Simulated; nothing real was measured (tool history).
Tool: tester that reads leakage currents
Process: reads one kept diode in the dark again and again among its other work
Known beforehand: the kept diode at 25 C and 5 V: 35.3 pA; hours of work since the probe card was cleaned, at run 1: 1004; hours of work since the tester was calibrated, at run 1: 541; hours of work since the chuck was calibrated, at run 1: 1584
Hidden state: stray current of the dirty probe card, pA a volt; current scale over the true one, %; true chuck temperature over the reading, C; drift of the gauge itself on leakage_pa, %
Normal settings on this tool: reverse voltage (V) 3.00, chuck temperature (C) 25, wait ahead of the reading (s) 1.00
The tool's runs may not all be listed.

| run | hour | reverse voltage (V) | chuck temperature (C) | wait ahead of the reading (s) | hours of work since the probe card was cleaned | hours of work since the tester was calibrated | hours of work since the chuck was calibrated | current that the tester gives (pA) |
|---|---|---|---|---|---|---|---|---|
| 1 | 0.0 | 3.00 | 25 | 1.00 | 1004 | 541 | 1584 | 32.83 |
| 2 | 29.9 | 3.00 | 25 | 1.00 | 1025 | 562 | 1605 | 32.72 |
| 3 | 62.0 | 3.00 | 25 | 1.00 | 1048 | 585 | 1628 | 32.97 |
| 4 | 94.0 | 3.00 | 25 | 1.00 | 1070 | 607 | 1650 | 33.05 |
| 5 | 142.5 | 3.00 | 25 | 1.00 | 1105 | 641 | 1684 | 33.09 |
| 6 | 176.6 | 3.00 | 25 | 1.00 | 1129 | 665 | 1708 | 33.05 |
| 7 | 211.0 | 3.00 | 25 | 4.94 | 1153 | 689 | 1733 | 32.67 |
| 8 | 254.4 | 2.20 | 25 | 1.00 | 1183 | 720 | 1763 | 28.62 |
| 9 | 295.8 | 2.20 | 25 | 1.00 | 1212 | 749 | 1792 | 28.60 |
| 10 | 329.6 | 3.00 | 25 | 1.00 | 1236 | 773 | 1816 | 33.53 |
| 11 | 352.0 | 3.00 | 22 | 1.00 | 1252 | 789 | 1832 | 26.40 |
| 12 | 383.1 | 3.00 | 22 | 1.00 | 1274 | 811 | 1854 | 26.50 |
| 13 | 427.8 | 3.00 | 22 | 1.00 | 1305 | 842 | 1885 | 26.54 |
| 14 | 464.5 | 3.00 | 22 | 1.00 | 1331 | 868 | 1911 | 26.64 |
| 15 | 513.8 | 3.00 | 22 | 1.00 | 1366 | 903 | 1946 | 26.65 |
| 16 | 546.5 | 3.00 | 22 | 1.00 | 1389 | 926 | 1969 | 26.62 |
| 17 | 593.1 | 3.00 | 22 | 1.00 | 1422 | 958 | 2001 | 26.76 |
| 18 | 647.6 | 3.00 | 49 | 0.55 | 1460 | 997 | 2040 | 236.24 |
| 19 | 676.2 | 12.92 | 42 | 0.79 | 1480 | 1017 | 2060 | 265.05 |
| 20 | 713.5 | 12.92 | 42 | 0.79 | 1506 | 1043 | 2086 | 265.15 |
| 21 | 738.2 | 12.92 | 42 | 0.79 | 1524 | 1060 | 2104 | 266.62 |
| 22 | 760.9 | 12.92 | 42 | 0.79 | 1540 | 1076 | 2120 | 266.67 |
| 23 | 807.6 | 1.14 | 30 | 0.79 | 1573 | 1109 | 2152 | 32.95 |
| 24 | 845.4 | 10.37 | 42 | 8.84 | 1599 | 1136 | 2179 | 237.87 |
| 25 | 897.8 | 10.37 | 46 | 8.84 | 1636 | 1173 | 2216 | 325.47 |
| 26 | 924.1 | 10.37 | 46 | 8.84 | 1655 | 1191 | 2234 | 325.96 |
| 27 | 964.3 | 3.00 | 31 | 3.04 | 1683 | 1220 | 2263 | 56.45 |

Some steps in current that the tester gives (pA), run to run, broken into two amounts with sign: the step expected even without the hidden condition (settings, incoming material, random variation), and the rest, left for the hidden condition together with whatever gauge scatter is not in both the measured and the hidden-condition-free result:
Run 22 -> 23: reverse voltage (V) 12.92 -> 1.14, chuck temperature (C) 42 -> 30. current that the tester gives (pA) -233.72: hidden state -25.59, all else -208.13.
Run 26 -> 27: reverse voltage (V) 10.37 -> 3.00, chuck temperature (C) 46 -> 31, wait ahead of the reading (s) 8.84 -> 3.04. current that the tester gives (pA) -269.51: hidden state -22.44, all else -247.07.
